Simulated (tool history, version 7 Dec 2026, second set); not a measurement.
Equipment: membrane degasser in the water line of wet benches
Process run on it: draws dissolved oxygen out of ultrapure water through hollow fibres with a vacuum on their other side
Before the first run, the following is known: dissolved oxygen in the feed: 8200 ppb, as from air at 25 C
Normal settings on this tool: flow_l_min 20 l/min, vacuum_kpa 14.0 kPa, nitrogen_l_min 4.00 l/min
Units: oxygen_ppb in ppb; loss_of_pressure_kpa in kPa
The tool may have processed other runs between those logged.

run	day	flow_l_min	vacuum_kpa	nitrogen_l_min	oxygen_ppb	loss_of_pressure_kpa
1	0.000	20	14.0	4.00	134.7	61.43
2	1.904	20	14.0	4.00	135.2	61.62
3	5.917	20	14.0	4.00	135.2	61.59
4	7.917	20	14.0	4.00	134.1	61.55
5	9.900	20	14.0	11.05	53.9	61.53
6	12.400	20	14.0	11.05	53.4	61.61
7	14.250	20	14.0	11.05	53.8	61.87
8	17.662	20	14.0	11.05	54.2	61.31
9	19.700	20	14.0	4.00	135.8	61.72
10	23.571	20	14.0	4.00	135.6	61.46
11	25.354	20	14.0	4.00	136.2	61.34
12	28.421	20	14.0	4.00	137.1	61.62
13	31.162	20	14.0	4.00	136.6	61.35
14	35.004	20	14.0	4.00	136.7	61.66
15	39.108	17	14.0	4.00	115.8	52.25
16	42.579	17	14.0	4.00	115.4	52.52
17	45.596	17	14.0	4.00	116.1	52.14
18	47.579	14	20.8	1.94	301.9	42.97
19	50.575	20	31.4	2.99	442.9	61.99
20	53.250	21	10.3	8.59	49.8	64.40
21	56.554	16	27.4	10.23	97.7	49.18
22	58.867	28	12.3	3.44	190.5	86.20
23	62.438	23	12.3	3.44	154.0	70.88

Predict the results of run 24:
24	65.371	22	12.7	4.47	?	?

{"run 24": {"oxygen_ppb": 120.6, "loss_of_pressure_kpa": 68.05}}
Minus the tool's unlogged condition, the same run would have read oxygen_ppb 118.9 ppb, loss_of_pressure_kpa 68.04 kPa.
